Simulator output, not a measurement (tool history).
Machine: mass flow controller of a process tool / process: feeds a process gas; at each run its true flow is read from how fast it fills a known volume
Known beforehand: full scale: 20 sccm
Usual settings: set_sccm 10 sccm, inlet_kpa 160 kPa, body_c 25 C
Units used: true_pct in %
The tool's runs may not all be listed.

run 1 day=0.000 | set_sccm=10 inlet_kpa=160 body_c=25 | true_pct=100.03
run 2 day=4.933 | set_sccm=10 inlet_kpa=160 body_c=24 | true_pct=100.06
run 3 day=7.175 | set_sccm=10 inlet_kpa=160 body_c=24 | true_pct=100.08
run 4 day=9.762 | set_sccm=10 inlet_kpa=160 body_c=24 | true_pct=100.05
run 5 day=11.933 | set_sccm=10 inlet_kpa=160 body_c=24 | true_pct=100.09
run 6 day=16.129 | set_sccm=10 inlet_kpa=160 body_c=24 | true_pct=100.09
run 7 day=19.675 | set_sccm=10 inlet_kpa=160 body_c=25 | true_pct=99.99
run 8 day=23.975 | set_sccm=10 inlet_kpa=160 body_c=25 | true_pct=100.08
run 9 day=28.008 | set_sccm=10 inlet_kpa=160 body_c=25 | true_pct=99.99
run 10 day=32.650 | set_sccm=10 inlet_kpa=160 body_c=25 | true_pct=100.17
run 11 day=36.817 | set_sccm=10 inlet_kpa=227 body_c=25 | true_pct=99.88
run 12 day=40.712 | set_sccm=10 inlet_kpa=227 body_c=25 | true_pct=99.87
run 13 day=45.896 | set_sccm=10 inlet_kpa=227 body_c=25 | true_pct=99.89
run 14 day=49.342 | set_sccm=10 inlet_kpa=160 body_c=25 | true_pct=100.19
run 15 day=52.067 | set_sccm=10 inlet_kpa=160 body_c=25 | true_pct=100.16
run 16 day=57.083 | set_sccm=10 inlet_kpa=160 body_c=25 | true_pct=100.25
run 17 day=60.712 | set_sccm=10 inlet_kpa=160 body_c=25 | true_pct=100.24
run 18 day=65.800 | set_sccm=10 inlet_kpa=160 body_c=25 | true_pct=100.20
run 19 day=69.846 | set_sccm=10 inlet_kpa=160 body_c=25 | true_pct=100.25
run 20 day=73.212 | set_sccm=10 inlet_kpa=160 body_c=25 | true_pct=100.28
run 21 day=75.854 | set_sccm=10 inlet_kpa=160 body_c=25 | true_pct=100.07
run 22 day=79.971 | set_sccm=10 inlet_kpa=224 body_c=25 | true_pct=100.02
run 23 day=83.454 | set_sccm=10 inlet_kpa=224 body_c=25 | true_pct=100.01
run 24 day=87.804 | set_sccm=10 inlet_kpa=224 body_c=25 | true_pct=100.21
run 25 day=91.100 | set_sccm=13 inlet_kpa=233 body_c=29 | true_pct=99.84
run 26 day=95.083 | set_sccm=4 inlet_kpa=199 body_c=33 | true_pct=100.31
run 27 day=99.804 | set_sccm=4 inlet_kpa=199 body_c=33 | true_pct=100.43
run 28 day=103.933 | set_sccm=12 inlet_kpa=143 body_c=22 | true_pct=100.63
run 29 day=108.354 | set_sccm=10 inlet_kpa=140 body_c=23 | true_pct=100.62
run 30 day=113.229 | set_sccm=2 inlet_kpa=140 body_c=23 | true_pct=102.94
run 31 day=116.121 | set_sccm=3 inlet_kpa=140 body_c=21 | true_pct=101.96
run 32 day=119.242 | set_sccm=10 inlet_kpa=262 body_c=40 | true_pct=99.06
run 33 day=123.012 | set_sccm=16 inlet_kpa=228 body_c=20 | true_pct=100.65
run 34 day=125.154 | set_sccm=4 inlet_kpa=152 body_c=25 | true_pct=101.18
run 35 day=127.538 | set_sccm=4 inlet_kpa=152 body_c=39 | true_pct=100.37
run 36 day=130.100 | set_sccm=10 inlet_kpa=206 body_c=25 | true_pct=100.38
run 37 day=132.383 | set_sccm=10 inlet_kpa=277 body_c=24 | true_pct=100.11
run 38 day=134.638 | set_sccm=3 inlet_kpa=159 body_c=23 | true_pct=102.00
run 39 day=138.417 | set_sccm=13 inlet_kpa=187 body_c=25 | true_pct=100.38
run 40 day=141.567 | set_sccm=11 inlet_kpa=187 body_c=27 | true_pct=100.38
run 41 day=145.579 | set_sccm=16 inlet_kpa=182 body_c=38 | true_pct=99.80
run 42 day=150.021 | set_sccm=10 inlet_kpa=143 body_c=25 | true_pct=100.73
run 43 day=153.933 | set_sccm=14 inlet_kpa=233 body_c=33 | true_pct=99.79
run 44 day=158.738 | set_sccm=10 inlet_kpa=271 body_c=25 | true_pct=100.18
run 45 day=163.558 | set_sccm=10 inlet_kpa=271 body_c=25 | true_pct=100.24
run 46 day=166.171 | set_sccm=10 inlet_kpa=271 body_c=25 | true_pct=100.12
run 47 day=169.067 | set_sccm=10 inlet_kpa=200 body_c=25 | true_pct=100.44
run 48 day=171.533 | set_sccm=2 inlet_kpa=258 body_c=25 | true_pct=103.28

Predict each of these 5 candidate next runs independently; none follows another, all start after run 48:
run A day=173.725 | set_sccm=18 inlet_kpa=273 body_c=26 | true_pct=?
run B day=173.725 | set_sccm=9 inlet_kpa=160 body_c=25 | true_pct=?
run C day=173.725 | set_sccm=10 inlet_kpa=247 body_c=25 | true_pct=?
run D day=173.725 | set_sccm=7 inlet_kpa=258 body_c=25 | true_pct=?
run E day=173.725 | set_sccm=5 inlet_kpa=140 body_c=36 | true_pct=?

run=A true_pct=100.21
run=B true_pct=100.66
run=C true_pct=100.29
run=D true_pct=100.45
run=E true_pct=100.66
Without the tool's hidden state the same runs would have given:
run=A true_pct=99.45
run=B true_pct=99.41
run=C true_pct=99.15
run=D true_pct=98.92
run=E true_pct=98.63

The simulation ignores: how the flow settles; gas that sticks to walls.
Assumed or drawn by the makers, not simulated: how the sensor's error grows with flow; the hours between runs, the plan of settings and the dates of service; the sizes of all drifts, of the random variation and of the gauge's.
